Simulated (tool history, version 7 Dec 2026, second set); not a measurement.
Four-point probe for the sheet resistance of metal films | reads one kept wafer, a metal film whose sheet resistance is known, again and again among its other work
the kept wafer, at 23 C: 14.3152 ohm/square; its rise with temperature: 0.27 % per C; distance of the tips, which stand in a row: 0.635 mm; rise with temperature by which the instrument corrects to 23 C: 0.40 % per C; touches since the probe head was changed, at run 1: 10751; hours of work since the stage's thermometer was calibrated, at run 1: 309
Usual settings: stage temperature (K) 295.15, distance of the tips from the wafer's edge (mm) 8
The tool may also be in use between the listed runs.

| run | hour | stage temperature (K) | distance of the tips from the wafer's edge (mm) | touches since the probe head was changed | hours of work since the stage's thermometer was calibrated | sheet resistance as the instrument gives it (ohm/square) |
|---|---|---|---|---|---|---|
| 1 | 0 | 295.15 | 8 | 10751 | 309 | 14.317754 |
| 2 | 44.2 | 295.15 | 8 | 13667 | 344 | 14.317315 |
| 3 | 100.2 | 295.15 | 8 | 17353 | 387 | 14.317247 |
| 4 | 167.1 | 295.15 | 8 | 21762 | 439 | 14.325798 |
| 5 | 260.4 | 295.15 | 8 | 27915 | 512 | 14.324635 |
|  | 268.7 | stage's thermometer calibrated |
| 6 | 339.2 | 295.15 | 8 | 33076 | 55 | 14.323957 |
| 7 | 409.9 | 295.15 | 8 | 37733 | 110 | 14.327765 |
| 8 | 465.7 | 295.15 | 21 | 41413 | 154 | 14.278495 |
| 9 | 516.8 | 306.15 | 40 | 44779 | 193 | 14.085275 |
|  | 584.4 | stage's thermometer calibrated, once more |
| 10 | 609.9 | 302.15 | 47 | 50884 | 20 | 14.155088 |
| 11 | 691.3 | 298.15 | 4 | 56248 | 83 | 14.426556 |
| 12 | 750.8 | 292.15 | 4 | 60167 | 130 | 14.535152 |
| 13 | 799.4 | 292.15 | 4 | 63375 | 168 | 14.537038 |
| 14 | 886.2 | 292.15 | 56 | 69091 | 235 | 14.349302 |
| 15 | 948.7 | 292.15 | 56 | 73211 | 284 | 14.342094 |
| 16 | 998 | 292.15 | 56 | 76461 | 322 | 14.345011 |

3 ways to go on from here, each from the tool as it stands after run 16. What would each give?
| A | 1053.3 | 295.15 | 4 | 80107 | 366 | ? |
| B | 1053.3 | 304.15 | 5 | 80107 | 366 | ? |
| C | 1053.3 | 302.15 | 34 | 80107 | 366 | ? |

| run | sheet resistance as the instrument gives it (ohm/square) |
|---|---|
| A | 14.483673 |
| B | 14.253799 |
| C | 14.17212 |
Without the tool's hidden state the same runs would have given:
| run | sheet resistance as the instrument gives it (ohm/square) |
|---|---|
| A | 14.525781 |
| B | 14.295155 |
| C | 14.213284 |
